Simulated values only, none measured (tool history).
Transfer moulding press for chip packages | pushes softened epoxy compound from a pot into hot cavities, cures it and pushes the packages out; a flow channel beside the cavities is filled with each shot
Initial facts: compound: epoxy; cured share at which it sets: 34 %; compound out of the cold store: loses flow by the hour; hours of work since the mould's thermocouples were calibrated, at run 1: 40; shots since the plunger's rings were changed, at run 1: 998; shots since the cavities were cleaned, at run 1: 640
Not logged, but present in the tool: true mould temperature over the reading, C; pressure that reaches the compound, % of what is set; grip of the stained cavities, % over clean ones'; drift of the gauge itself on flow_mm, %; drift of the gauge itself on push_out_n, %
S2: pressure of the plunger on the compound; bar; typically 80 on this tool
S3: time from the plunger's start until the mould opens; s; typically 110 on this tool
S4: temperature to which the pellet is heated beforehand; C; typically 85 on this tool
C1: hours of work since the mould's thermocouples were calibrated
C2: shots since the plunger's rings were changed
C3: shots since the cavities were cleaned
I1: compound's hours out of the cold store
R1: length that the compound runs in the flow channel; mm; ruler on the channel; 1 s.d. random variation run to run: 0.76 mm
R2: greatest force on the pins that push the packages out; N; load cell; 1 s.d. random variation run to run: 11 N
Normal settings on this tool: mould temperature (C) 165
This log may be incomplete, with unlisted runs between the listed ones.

run 1 day=0 | mould_temperature_(C)=165 S2=80 S3=110 S4=85 | C1=40 C2=998 C3=640 | I1=14.9 | R1=644 R2=1028
run 2 day=0.442 | mould_temperature_(C)=165 S2=76.5 S3=110 S4=85 | C1=45 C2=1084 C3=726 | I1=21.8 | R1=611.1 R2=997
-- day=0.554 cavities cleaned with cleaning compound and waxed
run 3 day=1.158 | mould_temperature_(C)=165 S2=76.5 S3=110 S4=86 | C1=52 C2=1213 C3=119 | I1=18 | R1=620 R2=691
run 4 day=1.738 | mould_temperature_(C)=165 S2=68.6 S3=110 S4=85 | C1=58 C2=1326 C3=232 | I1=13.1 | R1=600.9 R2=812
run 5 day=2.329 | mould_temperature_(C)=163 S2=80 S3=110 S4=85 | C1=64 C2=1442 C3=348 | I1=15.6 | R1=648.8 R2=998
run 6 day=3.35 | mould_temperature_(C)=165 S2=80 S3=110 S4=85 | C1=75 C2=1642 C3=548 | I1=42.7 | R1=569 R2=980
run 7 day=3.833 | mould_temperature_(C)=159 S2=80 S3=110 S4=85 | C1=81 C2=1737 C3=643 | I1=32.8 | R1=614.3 R2=1426
-- day=4.354 cavities cleaned with cleaning compound and waxed
run 8 day=4.512 | mould_temperature_(C)=165 S2=80 S3=110 S4=94 | C1=87 C2=1858 C3=31 | I1=14.2 | R1=639.4 R2=583
run 9 day=5.325 | mould_temperature_(C)=165 S2=80 S3=110 S4=94 | C1=96 C2=2017 C3=190 | I1=40.1 | R1=571.8 R2=753
run 10 day=6.158 | mould_temperature_(C)=165 S2=80 S3=110 S4=85 | C1=105 C2=2181 C3=354 | I1=27.4 | R1=605.7 R2=887
run 11 day=6.996 | mould_temperature_(C)=165 S2=80 S3=110 S4=85 | C1=114 C2=2344 C3=517 | I1=14.3 | R1=639.9 R2=1011
run 12 day=7.983 | mould_temperature_(C)=165 S2=80 S3=110 S4=85 | C1=125 C2=2538 C3=711 | I1=25.4 | R1=608.9 R2=1058
-- day=8.162 cavities cleaned with cleaning compound and waxed
run 13 day=9.038 | mould_temperature_(C)=165 S2=70.6 S3=110 S4=85 | C1=135 C2=2732 C3=171 | I1=26.7 | R1=566.8 R2=770
run 14 day=10.025 | mould_temperature_(C)=165 S2=70.6 S3=110 S4=85 | C1=146 C2=2926 C3=365 | I1=18.7 | R1=585.8 R2=905
-- day=10.462 plunger's sealing rings changed
run 15 day=10.904 | mould_temperature_(C)=165 S2=72.3 S3=110 S4=89 | C1=154 C2=86 C3=517 | I1=11.5 | R1=627.1 R2=1009
run 16 day=11.908 | mould_temperature_(C)=172 S2=61.5 S3=113 S4=88 | C1=165 C2=283 C3=714 | I1=8.4 | R1=564 R2=894
-- day=12.071 cavities cleaned with cleaning compound and waxed
run 17 day=12.512 | mould_temperature_(C)=172 S2=61.5 S3=113 S4=88 | C1=171 C2=389 C3=87 | I1=20.6 | R1=533.9 R2=565
run 18 day=13.429 | mould_temperature_(C)=172 S2=61.5 S3=137 S4=79 | C1=181 C2=569 C3=267 | I1=15 | R1=546.3 R2=717
run 19 day=13.992 | mould_temperature_(C)=172 S2=61.5 S3=137 S4=79 | C1=187 C2=679 C3=377 | I1=44.2 | R1=485.9 R2=806
run 20 day=14.404 | mould_temperature_(C)=172 S2=78.6 S3=114 S4=92 | C1=192 C2=760 C3=458 | I1=43.2 | R1=547.6 R2=812
run 21 day=15.388 | mould_temperature_(C)=172 S2=78.6 S3=114 S4=92 | C1=202 C2=952 C3=650 | I1=22.6 | R1=596.7 R2=889
-- day=15.904 cavities cleaned with cleaning compound and waxed
run 22 day=16.296 | mould_temperature_(C)=158 S2=63.5 S3=122 S4=95 | C1=211 C2=1118 C3=76 | I1=33.4 | R1=551.4 R2=773
run 23 day=16.958 | mould_temperature_(C)=170 S2=80 S3=148 S4=91 | C1=218 C2=1248 C3=206 | I1=22.3 | R1=605.9 R2=671
run 24 day=17.688 | mould_temperature_(C)=170 S2=80 S3=145 S4=91 | C1=226 C2=1391 C3=349 | I1=12.2 | R1=632.6 R2=791
run 25 day=18.683 | mould_temperature_(C)=164 S2=85.4 S3=138 S4=90 | C1=237 C2=1586 C3=544 | I1=47.5 | R1=581.9 R2=895
-- day=19.688 cavities cleaned with cleaning compound and waxed
run 26 day=19.688 | mould_temperature_(C)=165 S2=79.5 S3=91 S4=93 | C1=247 C2=1771 C3=0 | I1=10.6 | R1=653.3 R2=735

Predict each of these 5 candidate next runs independently; none follows another, all start after run 26:
run A day=20.642 | mould_temperature_(C)=160 S2=94.2 S3=110 S4=77 | C1=257 C2=1958 C3=187 | I1=39.3 | R1=? R2=?
run B day=20.642 | mould_temperature_(C)=166 S2=79.5 S3=91 S4=93 | C1=257 C2=1958 C3=187 | I1=32.3 | R1=? R2=?
run C day=20.642 | mould_temperature_(C)=166 S2=62.6 S3=99 S4=93 | C1=257 C2=1958 C3=187 | I1=36.6 | R1=? R2=?
run D day=20.642 | mould_temperature_(C)=173 S2=80 S3=91 S4=85 | C1=257 C2=1958 C3=187 | I1=19.7 | R1=? R2=?
run E day=20.642 | mould_temperature_(C)=162 S2=79.5 S3=91 S4=93 | C1=257 C2=1958 C3=187 | I1=9.8 | R1=? R2=?

run=A R1=648.6 R2=1004
run=B R1=588 R2=937
run=C R1=513.1 R2=797
run=D R1=603.5 R2=716
run=E R1=663.9 R2=1423
What these runs would have given with no unlogged condition in the tool:
run=A R1=658 R2=664
run=B R1=596.6 R2=624
run=C R1=520.6 R2=530
run=D R1=612.4 R2=479
run=E R1=673.5 R2=940
